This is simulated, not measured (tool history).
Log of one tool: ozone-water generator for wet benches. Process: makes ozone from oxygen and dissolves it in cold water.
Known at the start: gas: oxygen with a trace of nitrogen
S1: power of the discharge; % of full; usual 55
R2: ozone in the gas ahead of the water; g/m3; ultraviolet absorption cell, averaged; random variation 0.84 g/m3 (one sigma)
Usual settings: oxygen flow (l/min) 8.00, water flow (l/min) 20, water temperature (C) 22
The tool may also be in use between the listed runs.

run 1 hour=0.0 | S1=55 oxygen_flow_(l/min)=8.00 water_flow_(l/min)=20 water_temperature_(C)=22 | dissolved_ozone_(ppm)=14.5 R2=129.6
-- hour=25.2 contactor cleaned
run 2 hour=107.8 | S1=55 oxygen_flow_(l/min)=8.00 water_flow_(l/min)=20 water_temperature_(C)=22 | dissolved_ozone_(ppm)=15.7 R2=129.1
run 3 hour=282.5 | S1=55 oxygen_flow_(l/min)=8.00 water_flow_(l/min)=20 water_temperature_(C)=22 | dissolved_ozone_(ppm)=15.7 R2=128.3
run 4 hour=440.2 | S1=55 oxygen_flow_(l/min)=8.00 water_flow_(l/min)=20 water_temperature_(C)=22 | dissolved_ozone_(ppm)=15.7 R2=128.7
run 5 hour=608.6 | S1=55 oxygen_flow_(l/min)=8.00 water_flow_(l/min)=20 water_temperature_(C)=22 | dissolved_ozone_(ppm)=15.6 R2=127.3
run 6 hour=690.3 | S1=55 oxygen_flow_(l/min)=8.00 water_flow_(l/min)=20 water_temperature_(C)=22 | dissolved_ozone_(ppm)=15.7 R2=127.2
run 7 hour=767.9 | S1=55 oxygen_flow_(l/min)=8.00 water_flow_(l/min)=20 water_temperature_(C)=22 | dissolved_ozone_(ppm)=15.4 R2=126.2
run 8 hour=918.8 | S1=55 oxygen_flow_(l/min)=8.00 water_flow_(l/min)=20 water_temperature_(C)=22 | dissolved_ozone_(ppm)=15.5 R2=126.0
run 9 hour=1066.2 | S1=55 oxygen_flow_(l/min)=8.00 water_flow_(l/min)=20 water_temperature_(C)=22 | dissolved_ozone_(ppm)=15.5 R2=127.4
run 10 hour=1219.5 | S1=55 oxygen_flow_(l/min)=8.00 water_flow_(l/min)=20 water_temperature_(C)=22 | dissolved_ozone_(ppm)=15.4 R2=125.2
-- hour=1233.7 water thermometer calibrated
run 11 hour=1391.0 | S1=55 oxygen_flow_(l/min)=8.00 water_flow_(l/min)=20 water_temperature_(C)=22 | dissolved_ozone_(ppm)=15.4 R2=125.0
run 12 hour=1489.2 | S1=55 oxygen_flow_(l/min)=8.00 water_flow_(l/min)=20 water_temperature_(C)=22 | dissolved_ozone_(ppm)=15.0 R2=126.2
run 13 hour=1584.0 | S1=55 oxygen_flow_(l/min)=8.00 water_flow_(l/min)=20 water_temperature_(C)=22 | dissolved_ozone_(ppm)=15.1 R2=126.7
run 14 hour=1727.2 | S1=55 oxygen_flow_(l/min)=8.00 water_flow_(l/min)=20 water_temperature_(C)=22 | dissolved_ozone_(ppm)=15.3 R2=123.4
-- hour=1835.7 water thermometer calibrated, once more
run 15 hour=1887.6 | S1=45 oxygen_flow_(l/min)=8.00 water_flow_(l/min)=20 water_temperature_(C)=22 | dissolved_ozone_(ppm)=13.0 R2=106.6
run 16 hour=1992.0 | S1=61 oxygen_flow_(l/min)=8.00 water_flow_(l/min)=20 water_temperature_(C)=22 | dissolved_ozone_(ppm)=16.3 R2=134.8
run 17 hour=2067.3 | S1=55 oxygen_flow_(l/min)=6.69 water_flow_(l/min)=20 water_temperature_(C)=20 | dissolved_ozone_(ppm)=15.9 R2=138.6
run 18 hour=2149.8 | S1=93 oxygen_flow_(l/min)=7.05 water_flow_(l/min)=20 water_temperature_(C)=22 | dissolved_ozone_(ppm)=22.9 R2=198.2
run 19 hour=2328.4 | S1=93 oxygen_flow_(l/min)=7.05 water_flow_(l/min)=20 water_temperature_(C)=22 | dissolved_ozone_(ppm)=22.8 R2=198.0
run 20 hour=2469.6 | S1=66 oxygen_flow_(l/min)=8.38 water_flow_(l/min)=14 water_temperature_(C)=15 | dissolved_ozone_(ppm)=24.8 R2=137.7
run 21 hour=2593.2 | S1=66 oxygen_flow_(l/min)=8.38 water_flow_(l/min)=14 water_temperature_(C)=15 | dissolved_ozone_(ppm)=24.4 R2=136.6
run 22 hour=2751.1 | S1=66 oxygen_flow_(l/min)=8.38 water_flow_(l/min)=14 water_temperature_(C)=15 | dissolved_ozone_(ppm)=24.8 R2=136.6
run 23 hour=2927.9 | S1=43 oxygen_flow_(l/min)=8.00 water_flow_(l/min)=21 water_temperature_(C)=22 | dissolved_ozone_(ppm)=11.7 R2=102.2
run 24 hour=3005.2 | S1=43 oxygen_flow_(l/min)=8.00 water_flow_(l/min)=21 water_temperature_(C)=22 | dissolved_ozone_(ppm)=11.9 R2=100.6
run 25 hour=3180.4 | S1=43 oxygen_flow_(l/min)=8.00 water_flow_(l/min)=21 water_temperature_(C)=22 | dissolved_ozone_(ppm)=11.8 R2=100.6
run 26 hour=3265.6 | S1=43 oxygen_flow_(l/min)=4.34 water_flow_(l/min)=17 water_temperature_(C)=22 | dissolved_ozone_(ppm)=14.7 R2=145.4

The same runs without the tool's hidden state, with the same run-to-run variation:
The hidden state here: yield of the discharge, % of new electrodes'; contactor's efficiency, % of a clean one's; true water temperature over the reading, C; drift of the gauge itself on ozone_ppm, %; drift of the gauge itself on gas_g_m3, %.
run=1 dissolved_ozone_(ppm)=16.5 R2=134.8
run=2 dissolved_ozone_(ppm)=16.5 R2=134.5
run=3 dissolved_ozone_(ppm)=16.6 R2=134.1
run=4 dissolved_ozone_(ppm)=16.7 R2=134.8
run=5 dissolved_ozone_(ppm)=16.6 R2=133.7
run=6 dissolved_ozone_(ppm)=16.8 R2=133.9
run=7 dissolved_ozone_(ppm)=16.5 R2=133.0
run=8 dissolved_ozone_(ppm)=16.6 R2=133.1
run=9 dissolved_ozone_(ppm)=16.7 R2=134.9
run=10 dissolved_ozone_(ppm)=16.6 R2=133.1
run=11 dissolved_ozone_(ppm)=16.7 R2=133.1
run=12 dissolved_ozone_(ppm)=16.4 R2=134.6
run=13 dissolved_ozone_(ppm)=16.5 R2=135.4
run=14 dissolved_ozone_(ppm)=16.7 R2=132.3
run=15 dissolved_ozone_(ppm)=14.1 R2=112.9
run=16 dissolved_ozone_(ppm)=18.0 R2=146.3
run=17 dissolved_ozone_(ppm)=17.5 R2=149.5
run=18 dissolved_ozone_(ppm)=26.3 R2=222.8
run=19 dissolved_ozone_(ppm)=26.4 R2=223.7
run=20 dissolved_ozone_(ppm)=27.9 R2=151.8
run=21 dissolved_ozone_(ppm)=27.7 R2=151.1
run=22 dissolved_ozone_(ppm)=28.1 R2=151.5
run=23 dissolved_ozone_(ppm)=12.9 R2=109.6
run=24 dissolved_ozone_(ppm)=13.1 R2=108.0
run=25 dissolved_ozone_(ppm)=13.1 R2=108.2
run=26 dissolved_ozone_(ppm)=16.3 R2=156.6
